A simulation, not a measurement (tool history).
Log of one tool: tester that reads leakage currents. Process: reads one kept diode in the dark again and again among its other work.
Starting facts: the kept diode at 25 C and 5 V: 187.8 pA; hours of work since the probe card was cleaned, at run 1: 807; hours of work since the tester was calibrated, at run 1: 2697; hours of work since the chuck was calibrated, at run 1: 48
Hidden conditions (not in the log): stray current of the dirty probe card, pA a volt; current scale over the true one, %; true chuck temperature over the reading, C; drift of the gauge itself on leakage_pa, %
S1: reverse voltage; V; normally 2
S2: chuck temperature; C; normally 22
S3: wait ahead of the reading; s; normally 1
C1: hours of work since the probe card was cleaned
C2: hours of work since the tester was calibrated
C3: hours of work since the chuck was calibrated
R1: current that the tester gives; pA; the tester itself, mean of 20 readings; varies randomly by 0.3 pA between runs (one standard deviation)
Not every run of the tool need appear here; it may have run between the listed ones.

run,hour,S1,S2,S3,C1,C2,C3,R1
1,0,2,22,1,807,2697,48,100.04
2,92,2,22,1,851,2741,92,99.6
3,197.3,2,22,1,901,2791,142,100.24
4,277.9,2,22,1,939,2830,181,100.48
5,369.5,2,22,1,983,2873,224,99.69
6,508.8,2,22,1,1049,2940,291,100.47
7,585.7,2,22,1,1086,2976,327,100.26
8,733.5,2,22,1,1156,3047,398,99.98
9,867.2,2,22,1,1220,3110,461,100.4
10,993.2,2,22,1,1280,3170,522,100.42
11,1131,2,22,1,1346,3236,587,100.49
12,1233.6,2,32,6.1,1395,3285,636,220.56
13,1359.8,2,32,6.1,1455,3345,696,221.25
# hour 1375.2: chuck's temperature calibrated
14,1478.1,2,43,0.77,1510,3401,49,502.05
15,1580.5,2,43,6.26,1559,3449,98,499.61
16,1660.6,2.66,40,0.88,1597,3488,136,456.08
17,1770.1,1.4,20,0.36,1650,3540,188,73.16
18,1878.5,1.4,20,0.36,1701,3591,240,73.37
19,1965.7,2.01,38,3.44,1743,3633,281,351.44
20,2106.9,2.01,38,3.44,1810,3700,349,350.21
21,2241.6,2,43,1.18,1874,3764,413,499.82

Branching from run 21: 5 alternative next runs. What would each branch give?
A,2333.8,8.57,41,0.43,1918,3808,457,?
B,2333.8,4.3,56,6.75,1918,3808,457,?
C,2333.8,2,26,2.25,1918,3808,457,?
D,2333.8,1.58,43,1.06,1918,3808,457,?
E,2333.8,2,33,0.69,1918,3808,457,?

run,R1
A,807.16
B,1701.73
C,138.38
D,455.2
E,240.04
Without the tool's hidden state the same runs would have given:
run,R1
A,806.68
B,1700.96
C,138.28
D,454.98
E,239.9
